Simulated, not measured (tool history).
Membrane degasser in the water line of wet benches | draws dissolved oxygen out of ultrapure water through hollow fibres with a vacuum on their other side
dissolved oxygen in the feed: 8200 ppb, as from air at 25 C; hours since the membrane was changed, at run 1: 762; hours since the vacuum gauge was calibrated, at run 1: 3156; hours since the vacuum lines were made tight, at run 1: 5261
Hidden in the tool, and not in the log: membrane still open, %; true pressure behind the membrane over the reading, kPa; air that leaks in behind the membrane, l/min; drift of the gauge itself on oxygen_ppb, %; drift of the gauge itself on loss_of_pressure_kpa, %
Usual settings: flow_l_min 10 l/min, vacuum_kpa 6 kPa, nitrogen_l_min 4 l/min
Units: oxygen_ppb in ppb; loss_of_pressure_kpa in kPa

run    hour  flow_l_min  vacuum_kpa  nitrogen_l_min  hours since the membrane was changed  hours since the vacuum gauge was calibrated  hours since the vacuum lines were made tight  oxygen_ppb  loss_of_pressure_kpa
  1       0          10           6               4                                   762                                         3156                                          5261        45.4                 27.69
  2     149          10           6               4                                   911                                         3305                                          5410        45.5                 27.66
  3     322          10           6               4                                  1084                                         3478                                          5583        45.8                 27.91
  4   463.9          10        8.97               4                                  1226                                         3620                                          5725        66.3                 27.82
      487.9  -- seals of the vacuum lines changed
  5   628.8          10        8.97               4                                  1389                                         3782                                           141        62.9                 27.58
  6   780.6          10        4.26               4                                  1540                                         3934                                           293        34.5                 28.01
  7   902.1          10           6               4                                  1662                                         4056                                           414        46.9                 27.96
  8  1046.6          10           6               4                                  1806                                         4200                                           559        46.1                 28.06
  9  1205.1          10           6               4                                  1965                                         4359                                           717        44.5                 27.86
 10  1360.7          15        7.36               4                                  2120                                         4514                                           873       116.8                 41.98
 11  1526.7          13        7.36               4                                  2286                                         4680                                          1039        90.1                  37.1
 12  1701.7          13       10.15            6.98                                  2461                                         4855                                          1214        89.3                  36.6
 13    1864           7       13.61               4                                  2624                                         5018                                          1376        56.5                 19.88

Forecast run 14:
 14  2007           6       13.61               4                                  2767                                         5161                                          1519           ?                     ?

oxygen_ppb: 46.3 ppb
loss_of_pressure_kpa: 16.96 kPa
Without the tool's hidden state the same run would have given oxygen_ppb 43.9 ppb, loss_of_pressure_kpa 16.67 kPa.
